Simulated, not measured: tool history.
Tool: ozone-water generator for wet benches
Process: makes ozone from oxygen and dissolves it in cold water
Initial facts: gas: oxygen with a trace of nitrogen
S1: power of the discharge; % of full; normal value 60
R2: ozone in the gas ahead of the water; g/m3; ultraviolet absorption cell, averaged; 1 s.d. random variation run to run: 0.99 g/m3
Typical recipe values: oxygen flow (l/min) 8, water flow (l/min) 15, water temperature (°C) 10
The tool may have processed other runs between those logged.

run 1 hour=0 | S1=60 oxygen_flow_(l/min)=8 water_flow_(l/min)=15 water_temperature_(°C)=10 | dissolved_ozone_(ppm)=31.9 R2=167.5
run 2 hour=23.6 | S1=60 oxygen_flow_(l/min)=8 water_flow_(l/min)=15 water_temperature_(°C)=10 | dissolved_ozone_(ppm)=32.4 R2=164.7
run 3 hour=53.8 | S1=44 oxygen_flow_(l/min)=8 water_flow_(l/min)=15 water_temperature_(°C)=10 | dissolved_ozone_(ppm)=24.5 R2=129.5
run 4 hour=79.4 | S1=60 oxygen_flow_(l/min)=8 water_flow_(l/min)=15 water_temperature_(°C)=10 | dissolved_ozone_(ppm)=32.1 R2=166.5
run 5 hour=118.2 | S1=60 oxygen_flow_(l/min)=8 water_flow_(l/min)=15 water_temperature_(°C)=10 | dissolved_ozone_(ppm)=32.2 R2=166.6
run 6 hour=171.5 | S1=60 oxygen_flow_(l/min)=8 water_flow_(l/min)=15 water_temperature_(°C)=10 | dissolved_ozone_(ppm)=31.7 R2=166.3
run 7 hour=227 | S1=60 oxygen_flow_(l/min)=8 water_flow_(l/min)=15 water_temperature_(°C)=10 | dissolved_ozone_(ppm)=32 R2=167
run 8 hour=259.1 | S1=60 oxygen_flow_(l/min)=8 water_flow_(l/min)=15 water_temperature_(°C)=10 | dissolved_ozone_(ppm)=31.5 R2=166.7
run 9 hour=317.1 | S1=60 oxygen_flow_(l/min)=8 water_flow_(l/min)=15 water_temperature_(°C)=10 | dissolved_ozone_(ppm)=32.1 R2=165.7
run 10 hour=358.7 | S1=60 oxygen_flow_(l/min)=8 water_flow_(l/min)=15 water_temperature_(°C)=10 | dissolved_ozone_(ppm)=31.7 R2=167
run 11 hour=399.8 | S1=60 oxygen_flow_(l/min)=8.7 water_flow_(l/min)=15 water_temperature_(°C)=10 | dissolved_ozone_(ppm)=31.8 R2=159.4
run 12 hour=455.3 | S1=60 oxygen_flow_(l/min)=8.7 water_flow_(l/min)=15 water_temperature_(°C)=10 | dissolved_ozone_(ppm)=31.3 R2=157.8
run 13 hour=493.6 | S1=60 oxygen_flow_(l/min)=8.7 water_flow_(l/min)=15 water_temperature_(°C)=10 | dissolved_ozone_(ppm)=31.5 R2=158.8
run 14 hour=546.1 | S1=60 oxygen_flow_(l/min)=8.7 water_flow_(l/min)=15 water_temperature_(°C)=10 | dissolved_ozone_(ppm)=31.9 R2=158.8
run 15 hour=571 | S1=53 oxygen_flow_(l/min)=8 water_flow_(l/min)=11 water_temperature_(°C)=7 | dissolved_ozone_(ppm)=36.3 R2=150
run 16 hour=599.2 | S1=53 oxygen_flow_(l/min)=8 water_flow_(l/min)=10 water_temperature_(°C)=13 | dissolved_ozone_(ppm)=33.2 R2=150
run 17 hour=626.7 | S1=97 oxygen_flow_(l/min)=8 water_flow_(l/min)=13 water_temperature_(°C)=6 | dissolved_ozone_(ppm)=55.1 R2=242.8
run 18 hour=651 | S1=89 oxygen_flow_(l/min)=8 water_flow_(l/min)=11 water_temperature_(°C)=10 | dissolved_ozone_(ppm)=52.2 R2=229.2
run 19 hour=676.7 | S1=60 oxygen_flow_(l/min)=11.09 water_flow_(l/min)=15 water_temperature_(°C)=10 | dissolved_ozone_(ppm)=31.3 R2=143.5
run 20 hour=734.8 | S1=62 oxygen_flow_(l/min)=10.63 water_flow_(l/min)=19 water_temperature_(°C)=5 | dissolved_ozone_(ppm)=30.4 R2=149.4
run 21 hour=778.9 | S1=60 oxygen_flow_(l/min)=8.35 water_flow_(l/min)=15 water_temperature_(°C)=10 | dissolved_ozone_(ppm)=31.2 R2=162.2
run 22 hour=834.4 | S1=52 oxygen_flow_(l/min)=8 water_flow_(l/min)=20 water_temperature_(°C)=5 | dissolved_ozone_(ppm)=25.2 R2=146.6
run 23 hour=888.9 | S1=52 oxygen_flow_(l/min)=8 water_flow_(l/min)=20 water_temperature_(°C)=5 | dissolved_ozone_(ppm)=24.9 R2=148
run 24 hour=942.4 | S1=48 oxygen_flow_(l/min)=8 water_flow_(l/min)=20 water_temperature_(°C)=5 | dissolved_ozone_(ppm)=23.3 R2=138.3
run 25 hour=983.4 | S1=48 oxygen_flow_(l/min)=8 water_flow_(l/min)=20 water_temperature_(°C)=5 | dissolved_ozone_(ppm)=23.5 R2=137.1
run 26 hour=1027 | S1=60 oxygen_flow_(l/min)=8 water_flow_(l/min)=15 water_temperature_(°C)=10 | dissolved_ozone_(ppm)=31.3 R2=163.5

Here are 3 independent what-if runs from the current tool condition. What would each one return?
run A hour=1081.8 | S1=44 oxygen_flow_(l/min)=4.58 water_flow_(l/min)=15 water_temperature_(°C)=10 | dissolved_ozone_(ppm)=? R2=?
run B hour=1081.8 | S1=41 oxygen_flow_(l/min)=4.31 water_flow_(l/min)=13 water_temperature_(°C)=10 | dissolved_ozone_(ppm)=? R2=?
run C hour=1081.8 | S1=42 oxygen_flow_(l/min)=8 water_flow_(l/min)=15 water_temperature_(°C)=10 | dissolved_ozone_(ppm)=? R2=?

run=A dissolved_ozone_(ppm)=23.6 R2=164
run=B dissolved_ozone_(ppm)=24.4 R2=160.5
run=C dissolved_ozone_(ppm)=23.6 R2=123.3
Take away the tool's hidden state, keep each run's random variation, and the runs would have read:
run=A dissolved_ozone_(ppm)=25 R2=169.2
run=B dissolved_ozone_(ppm)=25.7 R2=165.1
run=C dissolved_ozone_(ppm)=24.9 R2=127
